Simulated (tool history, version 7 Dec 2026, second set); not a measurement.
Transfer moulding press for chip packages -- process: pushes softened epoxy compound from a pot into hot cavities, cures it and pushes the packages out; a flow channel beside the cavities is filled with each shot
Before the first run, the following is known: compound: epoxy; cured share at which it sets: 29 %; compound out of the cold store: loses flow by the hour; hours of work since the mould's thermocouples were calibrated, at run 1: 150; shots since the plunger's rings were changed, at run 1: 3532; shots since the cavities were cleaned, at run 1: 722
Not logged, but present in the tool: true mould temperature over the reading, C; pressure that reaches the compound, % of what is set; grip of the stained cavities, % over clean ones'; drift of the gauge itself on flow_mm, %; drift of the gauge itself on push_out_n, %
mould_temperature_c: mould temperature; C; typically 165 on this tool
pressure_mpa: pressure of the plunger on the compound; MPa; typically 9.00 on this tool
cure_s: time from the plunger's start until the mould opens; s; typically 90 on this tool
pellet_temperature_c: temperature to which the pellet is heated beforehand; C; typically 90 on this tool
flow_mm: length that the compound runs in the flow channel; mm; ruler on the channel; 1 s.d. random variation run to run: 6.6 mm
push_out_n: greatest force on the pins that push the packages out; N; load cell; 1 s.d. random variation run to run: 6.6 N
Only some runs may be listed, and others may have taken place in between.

run	hour	mould_temperature_c	pressure_mpa	cure_s	pellet_temperature_c	hours of work since the mould's thermocouples were calibrated	shots since the plunger's rings were changed	shots since the cavities were cleaned	incoming compound's hours out of the cold store	flow_mm	push_out_n
1	0.0	165	9.00	90	90	150	3532	722	44.0	741	239
# hour 30.7: cavities cleaned with cleaning compound and waxed
2	39.6	165	9.00	83	90	170	3965	101	17.0	879	283
3	62.7	165	9.00	83	81	182	4227	363	38.2	776	292
4	89.2	165	9.00	83	81	196	4529	665	29.8	822	302
# hour 123.3: cavities cleaned with cleaning compound and waxed
5	133.4	165	9.00	83	81	218	5013	114	20.7	880	297
6	163.3	172	9.00	83	81	234	5353	454	14.2	871	248
# hour 202.1: plunger's sealing rings changed
7	210.2	172	9.00	83	81	257	92	959	28.9	804	238
# hour 219.7: cavities cleaned with cleaning compound and waxed
8	248.7	164	9.00	90	90	276	512	330	22.3	850	267
9	279.7	167	9.00	90	90	292	864	682	31.7	803	251
# hour 311.2: cavities cleaned with cleaning compound and waxed
10	320.6	167	9.00	100	90	313	1312	107	37.5	764	236
11	346.7	171	9.00	119	99	326	1609	404	11.7	873	232
12	385.1	165	9.45	90	81	346	2044	839	30.6	835	253
# hour 404.6: cavities cleaned with cleaning compound and waxed
13	419.6	160	10.73	97	98	363	2419	171	36.6	876	280
14	451.7	160	10.73	97	98	380	2784	536	36.5	868	275
15	479.9	160	10.73	97	98	395	3105	857	33.3	879	278
# hour 497.3: cavities cleaned with cleaning compound and waxed
16	517.8	158	7.23	86	91	414	3518	234	39.5	715	361
17	552.9	158	8.62	88	97	432	3916	632	24.1	851	368
18	584.7	162	9.00	101	90	449	4278	994	46.7	755	244
# hour 590.1: cavities cleaned with cleaning compound and waxed
19	626.7	167	9.00	113	90	470	4738	416	20.6	843	240

Predict each of these 5 candidate next runs independently; none follows another, all start after run 19:
A	651.4	165	8.75	110	97	483	5018	696	20.1	?	?
B	651.4	167	9.00	113	90	483	5018	696	29.5	?	?
C	651.4	165	9.30	96	93	483	5018	696	46.1	?	?
D	651.4	157	9.00	90	90	483	5018	696	22.4	?	?
E	651.4	172	9.00	127	90	483	5018	696	21.5	?	?

run	flow_mm	push_out_n
A	842	241
B	806	230
C	752	237
D	886	392
E	830	231
Without the tool's unlogged condition, the same runs would have read:
run	flow_mm	push_out_n
A	845	238
B	808	227
C	754	233
D	888	387
E	832	228

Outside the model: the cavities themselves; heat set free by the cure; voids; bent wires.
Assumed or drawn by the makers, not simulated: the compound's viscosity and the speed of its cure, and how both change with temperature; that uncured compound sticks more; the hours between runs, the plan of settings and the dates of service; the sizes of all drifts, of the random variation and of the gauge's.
